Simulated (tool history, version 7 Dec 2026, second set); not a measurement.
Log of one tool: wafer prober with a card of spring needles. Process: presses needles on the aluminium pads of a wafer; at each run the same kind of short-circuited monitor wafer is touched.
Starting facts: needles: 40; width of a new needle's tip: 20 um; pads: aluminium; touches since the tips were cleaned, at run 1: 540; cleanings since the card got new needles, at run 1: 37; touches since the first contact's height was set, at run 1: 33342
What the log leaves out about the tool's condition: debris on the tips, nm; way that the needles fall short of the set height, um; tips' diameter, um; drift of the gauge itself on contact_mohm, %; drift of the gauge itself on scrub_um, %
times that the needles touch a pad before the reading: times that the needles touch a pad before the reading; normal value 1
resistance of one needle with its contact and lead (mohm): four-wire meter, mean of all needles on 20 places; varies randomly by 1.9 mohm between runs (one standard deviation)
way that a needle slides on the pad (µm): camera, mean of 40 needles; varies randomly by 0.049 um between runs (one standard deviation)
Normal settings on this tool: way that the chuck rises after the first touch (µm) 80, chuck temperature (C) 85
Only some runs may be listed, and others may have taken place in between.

| run | day | way that the chuck rises after the first touch (µm) | chuck temperature (C) | times that the needles touch a pad before the reading | touches since the tips were cleaned | cleanings since the card got new needles | touches since the first contact's height was set | resistance of one needle with its contact and lead (mohm) | way that a needle slides on the pad (µm) |
|---|---|---|---|---|---|---|---|---|---|
| 1 | 0 | 80 | 85 | 1 | 540 | 37 | 33342 | 203 | 21.73 |
|  | 0.267 | tips cleaned on abrasive film |
|  | 0.529 | tips cleaned on abrasive film |
|  | 0.796 | tips cleaned on abrasive film |
|  | 1.062 | tips cleaned on abrasive film |
|  | 1.392 | tips cleaned on abrasive film |
|  | 1.658 | tips cleaned on abrasive film |
|  | 1.988 | tips cleaned on abrasive film |
|  | 2.317 | tips cleaned on abrasive film |
| 2 | 2.483 | 80 | 85 | 1 | 2305 | 45 | 67538 | 203 | 21.74 |
|  | 2.617 | tips cleaned on abrasive film |
|  | 2.883 | tips cleaned on abrasive film |
|  | 3.212 | tips cleaned on abrasive film |
|  | 3.542 | tips cleaned on abrasive film |
|  | 3.875 | tips cleaned on abrasive film |
|  | 4.204 | tips cleaned on abrasive film |
|  | 4.533 | tips cleaned on abrasive film |
|  | 4.8 | tips cleaned on abrasive film |
| 3 | 5.004 | 80 | 85 | 1 | 2860 | 53 | 102288 | 204 | 21.82 |
|  | 5.075 | tips cleaned on abrasive film |
|  | 5.338 | tips cleaned on abrasive film |
|  | 5.671 | tips cleaned on abrasive film |
|  | 5.933 | tips cleaned on abrasive film |
|  | 6.2 | tips cleaned on abrasive film |
|  | 6.475 | height of the first contact set anew |
|  | 6.542 | tips cleaned on abrasive film |
|  | 6.808 | tips cleaned on abrasive film |
| 4 | 6.921 | 80 | 85 | 1 | 1596 | 60 | 6152 | 203 | 21.8 |
|  | 7.121 | tips cleaned on abrasive film |
|  | 7.388 | tips cleaned on abrasive film |
|  | 7.654 | tips cleaned on abrasive film |
|  | 7.917 | tips cleaned on abrasive film |
|  | 8.246 | tips cleaned on abrasive film |
|  | 8.579 | tips cleaned on abrasive film |
|  | 8.842 | tips cleaned on abrasive film |
| 5 | 9.008 | 80 | 85 | 1 | 2311 | 67 | 34887 | 203 | 21.81 |
|  | 9.142 | tips cleaned on abrasive film |
|  | 9.475 | tips cleaned on abrasive film |
|  | 9.804 | tips cleaned on abrasive film |
|  | 10.133 | tips cleaned on abrasive film |
|  | 10.4 | tips cleaned on abrasive film |
|  | 10.729 | tips cleaned on abrasive film |
|  | 10.996 | tips cleaned on abrasive film |
| 6 | 11.138 | 80 | 85 | 2 | 1956 | 74 | 64177 | 202 | 21.76 |
|  | 11.271 | tips cleaned on abrasive film |
|  | 11.533 | tips cleaned on abrasive film |
|  | 11.867 | tips cleaned on abrasive film |
|  | 12.196 | tips cleaned on abrasive film |
|  | 12.462 | tips cleaned on abrasive film |
| 7 | 12.538 | 80 | 85 | 2 | 1076 | 79 | 83475 | 204 | 21.76 |
|  | 12.738 | tips cleaned on abrasive film |
|  | 13.004 | tips cleaned on abrasive film |
|  | 13.271 | tips cleaned on abrasive film |
|  | 13.6 | tips cleaned on abrasive film |
|  | 13.862 | tips cleaned on abrasive film |
|  | 14.129 | tips cleaned on abrasive film |
| 8 | 14.225 | 80 | 34 | 1 | 1305 | 85 | 106651 | 193 | 21.75 |
|  | 14.425 | tips cleaned on abrasive film |
|  | 14.688 | tips cleaned on abrasive film |
|  | 15.017 | tips cleaned on abrasive film |
|  | 15.283 | tips cleaned on abrasive film |
|  | 15.362 | height of the first contact set anew |
|  | 15.625 | tips cleaned on abrasive film |
|  | 15.958 | tips cleaned on abrasive film |
| 9 | 16.092 | 80 | 85 | 1 | 1897 | 91 | 10098 | 206 | 21.89 |
|  | 16.229 | tips cleaned on abrasive film |
|  | 16.492 | tips cleaned on abrasive film |
|  | 16.825 | tips cleaned on abrasive film |
|  | 17.088 | tips cleaned on abrasive film |
|  | 17.354 | tips cleaned on abrasive film |
| 10 | 17.571 | 80 | 85 | 1 | 3015 | 96 | 30428 | 205 | 21.83 |
|  | 17.638 | tips cleaned on abrasive film |
|  | 17.904 | tips cleaned on abrasive film |
|  | 18.171 | tips cleaned on abrasive film |
|  | 18.5 | tips cleaned on abrasive film |
|  | 18.829 | tips cleaned on abrasive film |
|  | 19.096 | tips cleaned on abrasive film |
|  | 19.362 | tips cleaned on abrasive film |
|  | 19.671 | tips cleaned on abrasive film |
| 11 | 19.671 | 80 | 85 | 1 | 0 | 104 | 59301 | 204 | 21.83 |
|  | 19.938 | tips cleaned on abrasive film |
|  | 20.2 | tips cleaned on abrasive film |
|  | 20.533 | tips cleaned on abrasive film |
|  | 20.862 | tips cleaned on abrasive film |
| 12 | 21.038 | 98 | 28 | 1 | 2427 | 108 | 78129 | 189 | 26.67 |
|  | 21.171 | tips cleaned on abrasive film |
|  | 21.5 | tips cleaned on abrasive film |
|  | 21.767 | tips cleaned on abrasive film |
|  | 22.029 | tips cleaned on abrasive film |
|  | 22.362 | tips cleaned on abrasive film |
|  | 22.692 | tips cleaned on abrasive film |
|  | 23.021 | tips cleaned on abrasive film |
| 13 | 23.104 | 98 | 28 | 1 | 1150 | 115 | 106615 | 187 | 26.69 |
|  | 23.304 | tips cleaned on abrasive film |
|  | 23.633 | tips cleaned on abrasive film |
|  | 23.967 | tips cleaned on abrasive film |
|  | 24.229 | tips cleaned on abrasive film |
|  | 24.242 | height of the first contact set anew |
|  | 24.508 | tips cleaned on abrasive film |
|  | 24.775 | tips cleaned on abrasive film |
| 14 | 24.779 | 98 | 28 | 1 | 50 | 121 | 7340 | 192 | 26.84 |
|  | 25.042 | tips cleaned on abrasive film |
|  | 25.308 | tips cleaned on abrasive film |
|  | 25.638 | tips cleaned on abrasive film |
|  | 25.971 | tips cleaned on abrasive film |
|  | 26.271 | tips cleaned on abrasive film |
| 15 | 26.271 | 80 | 85 | 2 | 0 | 126 | 27899 | 201 | 21.79 |
|  | 26.538 | tips cleaned on abrasive film |
|  | 26.867 | tips cleaned on abrasive film |
|  | 27.129 | tips cleaned on abrasive film |
|  | 27.462 | tips cleaned on abrasive film |
|  | 27.725 | tips cleaned on abrasive film |
| 16 | 27.821 | 67 | 85 | 2 | 1315 | 131 | 49260 | 209 | 18.27 |
|  | 28.021 | tips cleaned on abrasive film |
|  | 28.35 | tips cleaned on abrasive film |
|  | 28.683 | tips cleaned on abrasive film |
|  | 29.012 | tips cleaned on abrasive film |
|  | 29.279 | tips cleaned on abrasive film |
|  | 29.542 | tips cleaned on abrasive film |
|  | 29.871 | tips cleaned on abrasive film |
|  | 30.138 | tips cleaned on abrasive film |
| 17 | 30.183 | 80 | 34 | 2 | 618 | 139 | 81769 | 193 | 21.89 |
|  | 30.446 | tips cleaned on abrasive film |
|  | 30.779 | tips cleaned on abrasive film |
|  | 31.042 | tips cleaned on abrasive film |
|  | 31.375 | tips cleaned on abrasive film |
|  | 31.638 | tips cleaned on abrasive film |
| 18 | 31.854 | 80 | 62 | 1 | 2995 | 144 | 104811 | 199 | 21.75 |
|  | 31.921 | tips cleaned on abrasive film |
|  | 32.254 | tips cleaned on abrasive film |
|  | 32.517 | tips cleaned on abrasive film |
|  | 32.85 | tips cleaned on abrasive film |
|  | 33.121 | height of the first contact set anew |
|  | 33.192 | tips cleaned on abrasive film |
|  | 33.458 | tips cleaned on abrasive film |
|  | 33.788 | tips cleaned on abrasive film |
| 19 | 33.933 | 63 | 85 | 1 | 2052 | 151 | 11165 | 204 | 17.21 |
|  | 34.067 | tips cleaned on abrasive film |
|  | 34.4 | tips cleaned on abrasive film |
|  | 34.729 | tips cleaned on abrasive film |
|  | 34.996 | tips cleaned on abrasive film |
|  | 35.325 | tips cleaned on abrasive film |
|  | 35.592 | tips cleaned on abrasive film |
|  | 35.854 | tips cleaned on abrasive film |
|  | 36.188 | tips cleaned on abrasive film |
| 20 | 36.208 | 63 | 85 | 1 | 312 | 159 | 42456 | 208 | 17.15 |
|  | 36.475 | tips cleaned on abrasive film |
|  | 36.738 | tips cleaned on abrasive film |
|  | 37.004 | tips cleaned on abrasive film |
|  | 37.271 | tips cleaned on abrasive film |
|  | 37.6 | tips cleaned on abrasive film |
|  | 37.929 | tips cleaned on abrasive film |
| 21 | 38.062 | 63 | 85 | 1 | 1860 | 165 | 68010 | 210 | 17.1 |

Below are 4 alternative next runs, each starting from the tool's condition after run 21. Predict each:
|  | 38.196 | tips cleaned on abrasive film |
|  | 38.462 | tips cleaned on abrasive film |
|  | 38.729 | tips cleaned on abrasive film |
|  | 39.058 | tips cleaned on abrasive film |
|  | 39.321 | tips cleaned on abrasive film |
|  | 39.588 | tips cleaned on abrasive film |
| A | 39.808 | 63 | 89 | 2 | 3068 | 171 | 92022 | ? | ? |
|  | 38.196 | tips cleaned on abrasive film |
|  | 38.462 | tips cleaned on abrasive film |
|  | 38.729 | tips cleaned on abrasive film |
|  | 39.058 | tips cleaned on abrasive film |
|  | 39.321 | tips cleaned on abrasive film |
|  | 39.588 | tips cleaned on abrasive film |
| B | 39.808 | 80 | 33 | 1 | 3068 | 171 | 92022 | ? | ? |
|  | 38.196 | tips cleaned on abrasive film |
|  | 38.462 | tips cleaned on abrasive film |
|  | 38.729 | tips cleaned on abrasive film |
|  | 39.058 | tips cleaned on abrasive film |
|  | 39.321 | tips cleaned on abrasive film |
|  | 39.588 | tips cleaned on abrasive film |
| C | 39.808 | 96 | 85 | 1 | 3068 | 171 | 92022 | ? | ? |
|  | 38.196 | tips cleaned on abrasive film |
|  | 38.462 | tips cleaned on abrasive film |
|  | 38.729 | tips cleaned on abrasive film |
|  | 39.058 | tips cleaned on abrasive film |
|  | 39.321 | tips cleaned on abrasive film |
|  | 39.588 | tips cleaned on abrasive film |
| D | 39.808 | 89 | 85 | 1 | 3068 | 171 | 92022 | ? | ? |

| run | resistance of one needle with its contact and lead (mohm) | way that a needle slides on the pad (µm) |
|---|---|---|
| A | 207 | 17.15 |
| B | 192 | 21.77 |
| C | 201 | 26.2 |
| D | 203 | 24.21 |
Without the tool's hidden state the same runs would have given:
| run | resistance of one needle with its contact and lead (mohm) | way that a needle slides on the pad (µm) |
|---|---|---|
| A | 206 | 17.15 |
| B | 191 | 21.78 |
| C | 200 | 26.2 |
| D | 202 | 24.22 |

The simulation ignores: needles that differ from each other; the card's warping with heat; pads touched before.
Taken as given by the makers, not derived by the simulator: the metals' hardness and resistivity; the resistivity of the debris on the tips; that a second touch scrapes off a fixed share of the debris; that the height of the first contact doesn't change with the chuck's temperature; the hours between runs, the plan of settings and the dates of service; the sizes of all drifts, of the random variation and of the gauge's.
